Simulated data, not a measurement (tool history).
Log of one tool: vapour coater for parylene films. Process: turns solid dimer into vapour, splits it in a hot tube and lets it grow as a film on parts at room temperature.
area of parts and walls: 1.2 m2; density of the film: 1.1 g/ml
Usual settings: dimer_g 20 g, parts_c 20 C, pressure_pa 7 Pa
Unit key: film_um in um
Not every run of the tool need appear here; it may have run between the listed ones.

run	day	dimer_g	parts_c	pressure_pa	film_um
1	0	20	20	7	6.86
2	0.721	20	20	7	6.81
3	1.479	20	20	7	6.83
4	2.083	20	18	7	7.18
5	2.708	20	18	7	7.24
6	3.217	20	20	7	6.71
7	3.842	20	20	7	6.75
8	4.321	24	20	7	8.06
9	5.029	24	20	7	7.96
10	5.454	24	20	7	7.93
11	5.85	20	20	7	6.68
12	6.392	20	20	7	6.66
13	6.779	20	20	7	6.6
14	7.162	20	20	7	6.67
15	7.521	20	20	11.09	6.22
16	8.096	20	20	11.09	6.24
17	8.458	20	20	7	6.6
18	8.983	20	20	7	6.56
19	9.712	20	20	7	6.55
20	10.121	20	20	7	6.35
21	10.6	20	20	7	6.57
22	11.167	20	20	2.35	7.52
23	11.925	20	20	2.35	7.44
24	12.233	20	20	2.35	7.41
25	12.596	15	19	4.32	5.22
26	13.292	15	19	4.32	5.22
# day 13.55: trap's valve overhauled
27	14.158	20	13	2.72	9.95
28	14.867	27	12	6.84	12.07
29	15.242	22	12	2.34	11.29
30	15.733	22	12	2.34	11.49
31	16.167	22	18	2.02	9.67
32	16.579	20	17	7	7.74
33	17.296	22	20	4.47	8.07
34	17.775	11	20	10.42	3.58
35	18.088	11	20	10.42	3.58
36	18.846	11	20	10.42	3.53
37	19.392	20	18	10.72	6.69
38	19.85	20	18	10.72	6.86
39	20.167	14	12	7	6.11
40	20.854	20	12	2.35	10.12
41	21.225	20	12	2.35	10.09
42	21.762	20	12	2.35	10.08
43	22.233	20	12	2.35	9.96
44	22.967	8	25	2.61	2.65
45	23.483	25	29	10.18	5.98
46	24.183	25	29	10.18	5.9

What if the next run were any one of these 5? Each begins from the tool's condition after run 46:
A	24.675	25	30	10.18	?
B	24.675	20	27	7	?
C	24.675	20	20	5.39	?
D	24.675	23	29	2.08	?
E	24.675	31	20	7	?

run	film_um
A	5.71
B	5.32
C	6.89
D	6.84
E	10.15
What these runs would have given with no unlogged condition in the tool:
run	film_um
A	6.07
B	5.66
C	7.33
D	7.28
E	10.79

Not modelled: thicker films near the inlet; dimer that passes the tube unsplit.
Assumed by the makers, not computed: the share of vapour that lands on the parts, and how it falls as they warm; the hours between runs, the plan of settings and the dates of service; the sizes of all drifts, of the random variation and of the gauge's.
